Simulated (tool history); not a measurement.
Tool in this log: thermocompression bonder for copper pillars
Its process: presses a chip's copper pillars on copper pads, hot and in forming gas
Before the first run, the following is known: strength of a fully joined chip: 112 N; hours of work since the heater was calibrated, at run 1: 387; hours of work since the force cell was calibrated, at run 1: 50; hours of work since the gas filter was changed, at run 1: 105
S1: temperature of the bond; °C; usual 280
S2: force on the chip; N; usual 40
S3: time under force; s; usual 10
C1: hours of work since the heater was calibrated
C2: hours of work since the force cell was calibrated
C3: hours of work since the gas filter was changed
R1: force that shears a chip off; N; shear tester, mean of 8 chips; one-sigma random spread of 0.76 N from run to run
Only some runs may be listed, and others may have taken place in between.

{"run": 1, "hour": 0.0, "S1": 280, "S2": 40, "S3": 10, "C1": 387, "C2": 50, "C3": 105, "R1": 55.7}
{"run": 2, "hour": 11.9, "S1": 280, "S2": 40, "S3": 10, "C1": 395, "C2": 58, "C3": 113, "R1": 55.8}
{"run": 3, "hour": 19.7, "S1": 280, "S2": 40, "S3": 10, "C1": 400, "C2": 63, "C3": 118, "R1": 55.3}
{"run": 4, "hour": 33.4, "S1": 280, "S2": 40, "S3": 10, "C1": 409, "C2": 73, "C3": 128, "R1": 56.3}
{"run": 5, "hour": 47.5, "S1": 280, "S2": 40, "S3": 10, "C1": 418, "C2": 82, "C3": 137, "R1": 55.7}
{"run": 6, "hour": 54.0, "S1": 280, "S2": 40, "S3": 10, "C1": 423, "C2": 86, "C3": 141, "R1": 54.7}
{"run": 7, "hour": 67.3, "S1": 266, "S2": 40, "S3": 10, "C1": 432, "C2": 95, "C3": 150, "R1": 44.3}
{"run": 8, "hour": 77.2, "S1": 266, "S2": 40, "S3": 10, "C1": 438, "C2": 102, "C3": 157, "R1": 44.6}
{"run": 9, "hour": 84.6, "S1": 280, "S2": 40, "S3": 10, "C1": 443, "C2": 107, "C3": 162, "R1": 53.4}
{"run": 10, "hour": 91.1, "S1": 280, "S2": 40, "S3": 16, "C1": 448, "C2": 111, "C3": 166, "R1": 60.7}
{"run": 11, "hour": 105.7, "S1": 280, "S2": 40, "S3": 16, "C1": 457, "C2": 121, "C3": 176, "R1": 62.3}
{"hour": 115.0, "done": "forming gas filter changed"}
{"run": 12, "hour": 122.0, "S1": 280, "S2": 40, "S3": 16, "C1": 468, "C2": 131, "C3": 5, "R1": 68.4}
{"run": 13, "hour": 134.4, "S1": 280, "S2": 40, "S3": 10, "C1": 476, "C2": 140, "C3": 13, "R1": 58.4}
{"run": 14, "hour": 141.3, "S1": 280, "S2": 40, "S3": 10, "C1": 481, "C2": 144, "C3": 18, "R1": 57.8}
{"run": 15, "hour": 156.8, "S1": 280, "S2": 40, "S3": 10, "C1": 491, "C2": 155, "C3": 28, "R1": 58.3}
{"run": 16, "hour": 166.0, "S1": 280, "S2": 40, "S3": 10, "C1": 497, "C2": 161, "C3": 34, "R1": 56.3}
{"run": 17, "hour": 177.0, "S1": 280, "S2": 40, "S3": 10, "C1": 505, "C2": 168, "C3": 41, "R1": 57.1}
{"run": 18, "hour": 185.7, "S1": 280, "S2": 40, "S3": 10, "C1": 510, "C2": 174, "C3": 47, "R1": 58.7}
{"run": 19, "hour": 194.5, "S1": 280, "S2": 40, "S3": 10, "C1": 516, "C2": 180, "C3": 53, "R1": 57.1}
{"run": 20, "hour": 201.7, "S1": 274, "S2": 40, "S3": 10, "C1": 521, "C2": 184, "C3": 58, "R1": 52}
{"run": 21, "hour": 209.5, "S1": 274, "S2": 40, "S3": 26, "C1": 526, "C2": 190, "C3": 63, "R1": 71.5}
{"run": 22, "hour": 217.9, "S1": 251, "S2": 31, "S3": 6, "C1": 532, "C2": 195, "C3": 69, "R1": 21.5}
{"run": 23, "hour": 228.1, "S1": 292, "S2": 24, "S3": 12, "C1": 539, "C2": 202, "C3": 75, "R1": 42.7}
{"run": 24, "hour": 240.4, "S1": 278, "S2": 38, "S3": 13, "C1": 547, "C2": 210, "C3": 84, "R1": 57.2}
{"run": 25, "hour": 254.5, "S1": 278, "S2": 38, "S3": 13, "C1": 556, "C2": 220, "C3": 93, "R1": 55.7}
{"run": 26, "hour": 264.0, "S1": 278, "S2": 36, "S3": 12, "C1": 563, "C2": 226, "C3": 99, "R1": 50.8}
{"run": 27, "hour": 270.9, "S1": 293, "S2": 49, "S3": 6, "C1": 567, "C2": 231, "C3": 104, "R1": 63.8}
{"run": 28, "hour": 283.2, "S1": 293, "S2": 49, "S3": 18, "C1": 575, "C2": 239, "C3": 112, "R1": 83.7}
{"run": 29, "hour": 295.0, "S1": 304, "S2": 25, "S3": 18, "C1": 583, "C2": 247, "C3": 120, "R1": 57.8}
{"run": 30, "hour": 310.0, "S1": 257, "S2": 51, "S3": 18, "C1": 593, "C2": 257, "C3": 130, "R1": 58.4}
{"run": 31, "hour": 318.9, "S1": 257, "S2": 51, "S3": 18, "C1": 599, "C2": 263, "C3": 136, "R1": 57}
{"run": 32, "hour": 327.0, "S1": 280, "S2": 27, "S3": 10, "C1": 605, "C2": 268, "C3": 141, "R1": 35.1}
{"run": 33, "hour": 341.4, "S1": 280, "S2": 27, "S3": 10, "C1": 614, "C2": 278, "C3": 151, "R1": 34.9}
{"run": 34, "hour": 350.7, "S1": 261, "S2": 30, "S3": 10, "C1": 620, "C2": 284, "C3": 157, "R1": 28.7}
{"run": 35, "hour": 358.1, "S1": 280, "S2": 32, "S3": 26, "C1": 625, "C2": 289, "C3": 162, "R1": 58.9}
{"run": 36, "hour": 364.8, "S1": 280, "S2": 28, "S3": 18, "C1": 630, "C2": 293, "C3": 167, "R1": 45}
{"hour": 370.3, "done": "heater calibrated with a thermocouple chip"}
{"run": 37, "hour": 378.1, "S1": 280, "S2": 38, "S3": 10, "C1": 5, "C2": 301, "C3": 174, "R1": 58.6}
{"run": 38, "hour": 388.1, "S1": 280, "S2": 38, "S3": 10, "C1": 12, "C2": 307, "C3": 181, "R1": 57.8}

What does the tool deliver on the next run?
{"hour": 389.6, "done": "forming gas filter changed"}
{"run": 39, "hour": 396.6, "S1": 280, "S2": 38, "S3": 10, "C1": 17, "C2": 313, "C3": 5, "R1": "?"}

For run 39 the tool returned R1 65.3 N.
Were there no unlogged condition in the tool, this run, its random variation unchanged, would have produced R1 64.6 N.

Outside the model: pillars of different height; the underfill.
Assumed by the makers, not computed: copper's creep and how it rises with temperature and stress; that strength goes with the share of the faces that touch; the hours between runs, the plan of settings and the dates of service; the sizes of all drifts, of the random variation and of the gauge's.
